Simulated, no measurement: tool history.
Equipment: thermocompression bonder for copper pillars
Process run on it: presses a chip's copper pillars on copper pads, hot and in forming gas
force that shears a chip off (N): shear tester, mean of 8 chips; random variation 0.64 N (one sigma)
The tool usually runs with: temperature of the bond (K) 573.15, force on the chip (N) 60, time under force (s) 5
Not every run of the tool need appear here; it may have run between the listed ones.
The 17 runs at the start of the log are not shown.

| run | hour | temperature of the bond (K) | force on the chip (N) | time under force (s) | force that shears a chip off (N) |
|---|---|---|---|---|---|
| 18 | 121.9 | 573.15 | 60 | 5 | 63.4 |
| 19 | 128.8 | 573.15 | 60 | 5 | 62.5 |
| 20 | 133.4 | 601.15 | 60 | 5 | 78.0 |
| 21 | 141.5 | 601.15 | 60 | 5 | 79.3 |
| 22 | 150.9 | 593.15 | 44 | 5 | 59.6 |
| 23 | 156.9 | 574.15 | 61 | 8 | 70.9 |
| 24 | 162.2 | 580.15 | 61 | 4 | 62.7 |
| 25 | 169.9 | 573.15 | 72 | 5 | 69.8 |
| 26 | 178.9 | 573.15 | 38 | 5 | 42.2 |
|  | 180.9 | forming gas filter changed |
| 27 | 186.7 | 569.15 | 90 | 6 | 84.6 |
| 28 | 194.1 | 569.15 | 90 | 6 | 84.5 |
| 29 | 198.5 | 569.15 | 63 | 6 | 69.8 |
| 30 | 205.1 | 569.15 | 76 | 8 | 83.1 |
| 31 | 213.5 | 587.15 | 63 | 8 | 86.8 |
| 32 | 222.5 | 587.15 | 63 | 8 | 84.9 |
| 33 | 232.1 | 546.15 | 63 | 8 | 58.0 |
| 34 | 236.6 | 553.15 | 63 | 8 | 63.8 |
| 35 | 241.1 | 553.15 | 63 | 8 | 61.7 |
| 36 | 247.7 | 555.15 | 65 | 14 | 75.5 |
| 37 | 252.1 | 555.15 | 65 | 14 | 77.6 |
| 38 | 262.0 | 574.15 | 80 | 5 | 79.2 |

Predict each of these 3 candidate next runs independently; none follows another, all start after run 38:
| A | 272.1 | 574.15 | 79 | 3 | ? |
| B | 272.1 | 588.15 | 80 | 5 | ? |
| C | 272.1 | 575.15 | 47 | 6 | ? |

| run | force that shears a chip off (N) |
|---|---|
| A | 69.0 |
| B | 87.9 |
| C | 59.2 |
With no hidden state in the tool, these same runs would have given:
| run | force that shears a chip off (N) |
|---|---|
| A | 64.7 |
| B | 84.8 |
| C | 54.9 |
